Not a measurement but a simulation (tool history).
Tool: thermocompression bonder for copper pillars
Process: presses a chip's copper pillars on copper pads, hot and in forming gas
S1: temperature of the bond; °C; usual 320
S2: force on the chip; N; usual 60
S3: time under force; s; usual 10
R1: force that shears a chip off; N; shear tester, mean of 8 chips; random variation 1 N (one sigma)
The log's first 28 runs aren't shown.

run     day   S1  S2  S3     R1
 29  37.212  348  46  24  110.5
 30  38.896  307  87  26  112.6
 31  40.071  291  87  12   88.6
 32  41.183  291  87  12   87.1
 33  42.229  330  45  10     84
     43.842  -- forming gas filter changed
 34  43.925  332  43   6   75.5
 35  45.233  320  88   6   96.3
 36  46.383  320  88   6   99.5
 37  47.596  324  63  10   97.2
 38  48.492  324  63  10   98.1
 39  49.396  320  83  10  103.8

Forecast each of these 4 alternatives for the next run:
  A  51.183  301  56  12   ?
  B  51.183  320  37  10   ?
  C  51.183  295  40   9   ?
  D  51.183  320  60   8   ?

run    R1
  A  75.3
  B    70
  C  51.9
  D  87.4
Without the tool's hidden state the same runs would have given:
run    R1
  A  72.7
  B  67.4
  C  49.4
  D    85
